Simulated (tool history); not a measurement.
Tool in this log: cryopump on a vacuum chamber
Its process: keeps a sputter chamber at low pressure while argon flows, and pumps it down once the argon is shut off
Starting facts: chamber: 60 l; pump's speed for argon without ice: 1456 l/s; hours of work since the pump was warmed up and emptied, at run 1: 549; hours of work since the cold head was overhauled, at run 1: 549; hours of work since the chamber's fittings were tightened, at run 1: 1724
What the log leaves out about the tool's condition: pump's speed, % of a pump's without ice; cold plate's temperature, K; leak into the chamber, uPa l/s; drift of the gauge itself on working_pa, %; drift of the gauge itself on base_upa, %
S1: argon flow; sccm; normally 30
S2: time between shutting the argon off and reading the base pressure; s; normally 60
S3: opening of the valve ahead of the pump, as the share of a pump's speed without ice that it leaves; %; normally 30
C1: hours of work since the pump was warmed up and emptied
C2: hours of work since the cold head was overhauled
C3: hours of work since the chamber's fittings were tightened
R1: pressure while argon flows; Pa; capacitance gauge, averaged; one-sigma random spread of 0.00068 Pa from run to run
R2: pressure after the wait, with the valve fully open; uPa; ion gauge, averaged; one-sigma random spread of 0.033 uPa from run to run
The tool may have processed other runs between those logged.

run	day	S1	S2	S3	C1	C2	C3	R1	R2
1	0	30	60	30	549	549	1724	0.123	2.75
2	1.162	30	60	30	570	570	1745	0.122	2.73
3	1.733	30	60	30	580	580	1755	0.1221	2.8
4	2.912	30	60	30	601	601	1776	0.123	2.83
5	3.717	30	60	30	615	615	1790	0.1236	2.78
6	4.812	30	60	30	635	635	1810	0.1227	2.88
7	5.933	30	60	30	655	655	1830	0.1244	2.85
8	6.975	30	60	32	673	673	1848	0.1171	2.97
9	8.042	30	60	32	692	692	1868	0.1172	2.91
10	8.592	30	60	30	702	702	1877	0.1243	2.93
11	9.388	30	60	30	716	716	1892	0.1252	2.92
12	10.329	30	60	30	733	733	1908	0.1247	3.02
13	11.267	30	60	30	750	750	1925	0.1259	2.98
14	12.229	30	60	30	767	767	1942	0.1252	2.96
15	12.929	30	60	30	780	780	1955	0.1263	2.94
16	13.571	30	60	27	791	791	1966	0.1381	3.01
17	14.1	30	60	27	801	801	1976	0.1388	2.97
18	14.929	30	60	30	815	815	1991	0.1253	3.08
19	15.55	30	60	25	827	827	2002	0.1501	3.03
20	16.162	59	122	30	837	837	2013	0.2501	2.43
21	17.2	30	131	33	856	856	2031	0.1159	2.27
22	18.342	30	131	33	876	876	2051	0.1165	2.29
23	18.908	30	151	40	886	886	2062	0.0979	2.2
24	20.033	20	252	35	907	907	2082	0.0746	2
25	21.167	18	120	25	927	927	2102	0.0897	2.33
26	22.112	20	27	25	944	944	2119	0.0996	5.02
27	23.125	19	47	48	962	962	2137	0.0523	3.69
28	24.067	19	47	48	979	979	2154	0.0532	3.65
29	24.821	56	60	52	992	992	2167	0.1489	3.3
30	25.675	20	44	52	1007	1007	2182	0.0526	3.79
31	26.812	30	60	22	1028	1028	2203	0.1716	3.19
32	27.442	30	60	22	1039	1039	2214	0.1704	3.3
33	28.338	30	60	16	1055	1055	2230	0.2318	3.24
34	29.396	32	87	30	1074	1074	2249	0.1373	2.88
35	30.6	12	68	44	1095	1095	2270	0.0371	3.14

The same runs without the tool's hidden state, with the same run-to-run variation:
run	R1	R2
1	0.1165	1.7
2	0.1153	1.67
3	0.1153	1.72
4	0.116	1.75
5	0.1163	1.68
6	0.1153	1.74
7	0.1166	1.69
8	0.1091	1.75
9	0.109	1.71
10	0.116	1.73
11	0.1167	1.7
12	0.116	1.75
13	0.1169	1.72
14	0.116	1.7
15	0.117	1.67
16	0.1286	1.71
17	0.1292	1.68
18	0.1155	1.75
19	0.1401	1.7
20	0.2299	1.02
21	0.1055	0.9
22	0.1059	0.89
23	0.087	0.81
24	0.0671	0.55
25	0.0828	0.91
26	0.0918	3.54
27	0.0447	2.18
28	0.0455	2.14
29	0.1256	1.74
30	0.0441	2.24
31	0.1587	1.66
32	0.1572	1.71
33	0.2183	1.68
34	0.1227	1.23
35	0.0315	1.51

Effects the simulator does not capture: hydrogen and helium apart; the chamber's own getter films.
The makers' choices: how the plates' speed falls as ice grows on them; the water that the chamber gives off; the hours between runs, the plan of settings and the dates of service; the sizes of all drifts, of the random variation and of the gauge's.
